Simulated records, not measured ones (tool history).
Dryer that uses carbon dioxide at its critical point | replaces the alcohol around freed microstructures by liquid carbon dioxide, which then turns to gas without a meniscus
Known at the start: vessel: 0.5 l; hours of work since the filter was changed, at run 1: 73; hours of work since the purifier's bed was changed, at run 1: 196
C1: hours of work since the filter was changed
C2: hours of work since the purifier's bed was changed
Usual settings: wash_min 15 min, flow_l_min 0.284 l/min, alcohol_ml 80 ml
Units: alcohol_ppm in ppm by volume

{"run": 1, "hour": 0.0, "wash_min": 15, "flow_l_min": 0.284, "alcohol_ml": 80, "C1": 73, "C2": 196, "alcohol_ppm": 90}
{"run": 2, "hour": 24.5, "wash_min": 15, "flow_l_min": 0.284, "alcohol_ml": 80, "C1": 87, "C2": 210, "alcohol_ppm": 81}
{"run": 3, "hour": 52.3, "wash_min": 15, "flow_l_min": 0.284, "alcohol_ml": 80, "C1": 102, "C2": 225, "alcohol_ppm": 101}
{"run": 4, "hour": 76.7, "wash_min": 15, "flow_l_min": 0.437, "alcohol_ml": 80, "C1": 115, "C2": 239, "alcohol_ppm": 37}
{"run": 5, "hour": 107.8, "wash_min": 15, "flow_l_min": 0.437, "alcohol_ml": 80, "C1": 133, "C2": 256, "alcohol_ppm": 31}
{"run": 6, "hour": 126.9, "wash_min": 15, "flow_l_min": 0.284, "alcohol_ml": 75, "C1": 143, "C2": 266, "alcohol_ppm": 110}
{"run": 7, "hour": 157.9, "wash_min": 15, "flow_l_min": 0.284, "alcohol_ml": 80, "C1": 160, "C2": 284, "alcohol_ppm": 118}
{"run": 8, "hour": 177.5, "wash_min": 15, "flow_l_min": 0.284, "alcohol_ml": 80, "C1": 171, "C2": 294, "alcohol_ppm": 123}
{"run": 9, "hour": 210.3, "wash_min": 15, "flow_l_min": 0.284, "alcohol_ml": 20, "C1": 189, "C2": 313, "alcohol_ppm": 63}
{"run": 10, "hour": 245.2, "wash_min": 15, "flow_l_min": 0.284, "alcohol_ml": 20, "C1": 208, "C2": 332, "alcohol_ppm": 62}
{"run": 11, "hour": 263.6, "wash_min": 15, "flow_l_min": 0.284, "alcohol_ml": 20, "C1": 219, "C2": 342, "alcohol_ppm": 71}
{"run": 12, "hour": 281.4, "wash_min": 15, "flow_l_min": 0.326, "alcohol_ml": 80, "C1": 228, "C2": 352, "alcohol_ppm": 71}
{"run": 13, "hour": 305.4, "wash_min": 15, "flow_l_min": 0.284, "alcohol_ml": 48, "C1": 242, "C2": 365, "alcohol_ppm": 114}
{"run": 14, "hour": 341.1, "wash_min": 15, "flow_l_min": 0.284, "alcohol_ml": 48, "C1": 261, "C2": 385, "alcohol_ppm": 100}
{"run": 15, "hour": 380.8, "wash_min": 15, "flow_l_min": 0.284, "alcohol_ml": 48, "C1": 283, "C2": 407, "alcohol_ppm": 115}
{"hour": 385.5, "done": "inlet filter changed"}
{"run": 16, "hour": 414.2, "wash_min": 15, "flow_l_min": 0.284, "alcohol_ml": 48, "C1": 16, "C2": 425, "alcohol_ppm": 76}
{"run": 17, "hour": 455.6, "wash_min": 15, "flow_l_min": 0.284, "alcohol_ml": 80, "C1": 39, "C2": 447, "alcohol_ppm": 92}
{"run": 18, "hour": 482.5, "wash_min": 15, "flow_l_min": 0.288, "alcohol_ml": 80, "C1": 54, "C2": 462, "alcohol_ppm": 106}
{"run": 19, "hour": 523.2, "wash_min": 15, "flow_l_min": 0.284, "alcohol_ml": 25, "C1": 76, "C2": 485, "alcohol_ppm": 67}
{"run": 20, "hour": 548.6, "wash_min": 13, "flow_l_min": 0.482, "alcohol_ml": 104, "C1": 90, "C2": 499, "alcohol_ppm": 61}
{"run": 21, "hour": 580.6, "wash_min": 10, "flow_l_min": 0.328, "alcohol_ml": 54, "C1": 108, "C2": 516, "alcohol_ppm": 306}
{"run": 22, "hour": 617.7, "wash_min": 10, "flow_l_min": 0.328, "alcohol_ml": 54, "C1": 128, "C2": 537, "alcohol_ppm": 327}
{"run": 23, "hour": 638.8, "wash_min": 13, "flow_l_min": 0.284, "alcohol_ml": 80, "C1": 140, "C2": 549, "alcohol_ppm": 251}

The next listed run, before its measurement:
{"run": 24, "hour": 673.0, "wash_min": 13, "flow_l_min": 0.417, "alcohol_ml": 80, "C1": 159, "C2": 567, "alcohol_ppm": "?"}

Run 24 gave alcohol_ppm 68 ppm by volume.
Without the tool's hidden state the same run would have given alcohol_ppm 4 ppm by volume.
